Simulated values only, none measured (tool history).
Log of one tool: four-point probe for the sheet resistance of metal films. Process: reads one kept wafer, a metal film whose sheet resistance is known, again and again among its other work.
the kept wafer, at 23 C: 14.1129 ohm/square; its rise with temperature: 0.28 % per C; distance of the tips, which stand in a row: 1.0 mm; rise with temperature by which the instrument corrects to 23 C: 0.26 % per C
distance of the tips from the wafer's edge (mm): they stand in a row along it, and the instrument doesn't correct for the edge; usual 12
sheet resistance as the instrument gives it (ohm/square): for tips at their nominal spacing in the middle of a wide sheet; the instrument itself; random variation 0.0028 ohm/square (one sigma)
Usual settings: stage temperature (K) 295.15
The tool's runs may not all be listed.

| run | hour | stage temperature (K) | distance of the tips from the wafer's edge (mm) | sheet resistance as the instrument gives it (ohm/square) |
|---|---|---|---|---|
| 1 | 0 | 295.15 | 12 | 14.28329 |
| 2 | 120.8 | 295.15 | 12 | 14.296665 |
| 3 | 219.4 | 295.15 | 12 | 14.297969 |
| 4 | 336.6 | 295.15 | 12 | 14.304951 |
| 5 | 393.7 | 295.15 | 12 | 14.30154 |
| 6 | 480.3 | 297.15 | 12 | 14.31168 |
| 7 | 562.7 | 294.15 | 12 | 14.300141 |
| 8 | 677.6 | 294.15 | 12 | 14.311187 |
| 9 | 733.3 | 304.15 | 58 | 14.278809 |
| 10 | 847.3 | 299.15 | 11 | 14.340972 |
| 11 | 923 | 303.15 | 9 | 14.381727 |
| 12 | 1026.9 | 302.15 | 3 | 15.087955 |
| 13 | 1095.8 | 296.15 | 24 | 14.284622 |
| 14 | 1206.6 | 305.15 | 31 | 14.303146 |
| 15 | 1265.5 | 305.15 | 31 | 14.309046 |
| 16 | 1342.8 | 305.15 | 31 | 14.306415 |

The same runs without the tool's hidden state, with the same run-to-run variation:
The hidden state here: inner tips' distance over the nominal, %; tips' flats over new ones', %; wafer's true temperature over the reading, C; drift of the gauge itself on sheet_ohm, %.
| run | sheet resistance as the instrument gives it (ohm/square) |
|---|---|
| 1 | 14.155309 |
| 2 | 14.164884 |
| 3 | 14.162947 |
| 4 | 14.165896 |
| 5 | 14.160599 |
| 6 | 14.167914 |
| 7 | 14.15402 |
| 8 | 14.161074 |
| 9 | 14.126857 |
| 10 | 14.184806 |
| 11 | 14.222467 |
| 12 | 14.91799 |
| 13 | 14.120899 |
| 14 | 14.134706 |
| 15 | 14.138485 |
| 16 | 14.133252 |

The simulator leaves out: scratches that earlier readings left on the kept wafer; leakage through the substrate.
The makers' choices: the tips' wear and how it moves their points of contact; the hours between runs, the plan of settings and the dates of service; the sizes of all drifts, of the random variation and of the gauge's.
